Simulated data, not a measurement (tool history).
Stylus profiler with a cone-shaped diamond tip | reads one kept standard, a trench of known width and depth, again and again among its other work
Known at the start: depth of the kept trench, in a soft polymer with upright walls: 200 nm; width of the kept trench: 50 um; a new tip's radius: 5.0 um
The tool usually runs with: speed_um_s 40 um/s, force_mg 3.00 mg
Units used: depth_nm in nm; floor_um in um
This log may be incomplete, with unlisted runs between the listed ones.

run	day	speed_um_s	force_mg	depth_nm	floor_um
1	0.000	40	3.00	201.79	46.95
2	1.146	58	3.00	201.83	46.77
3	1.712	10	3.00	201.88	47.10
4	2.325	33	3.00	201.86	47.01
5	2.883	40	7.40	203.26	47.08
6	4.142	40	7.40	203.37	47.02
7	4.767	40	7.40	203.44	47.06
8	5.429	40	7.40	203.39	47.05
9	6.667	40	7.40	203.34	47.04
10	7.238	154	3.00	201.84	46.29
11	7.850	64	3.00	201.80	46.76
12	8.608	40	3.00	201.89	46.97
13	9.325	40	3.00	201.84	46.97
14	10.012	40	3.00	201.87	46.97
15	11.175	52	3.00	201.75	46.95
16	12.175	52	3.00	201.84	46.85
17	13.317	52	3.00	201.80	46.92
18	14.238	52	4.87	202.52	46.94
19	15.196	52	4.87	202.46	46.95
20	16.221	52	4.87	202.46	46.96
21	17.467	52	4.87	202.43	46.86
22	18.304	121	4.87	202.51	46.63
23	19.612	84	1.40	201.06	46.45
24	20.321	10	2.48	201.55	47.11
25	21.383	10	2.48	201.59	47.13
26	21.983	23	6.68	203.10	47.11
27	23.083	15	3.00	201.82	47.05
28	23.688	15	3.00	201.74	47.11
29	24.571	66	2.70	201.67	46.77
30	25.154	66	2.70	201.78	46.76
31	25.746	40	1.04	201.02	46.78
32	26.550	32	1.95	201.31	46.98

For run 33, what comes out?
33	27.796	62	1.95	?	?

{"run 33": {"depth_nm": 201.32, "floor_um": 46.72}}
Minus the tool's unlogged condition, the same run would have read depth_nm 201.32 nm, floor_um 46.73 um.

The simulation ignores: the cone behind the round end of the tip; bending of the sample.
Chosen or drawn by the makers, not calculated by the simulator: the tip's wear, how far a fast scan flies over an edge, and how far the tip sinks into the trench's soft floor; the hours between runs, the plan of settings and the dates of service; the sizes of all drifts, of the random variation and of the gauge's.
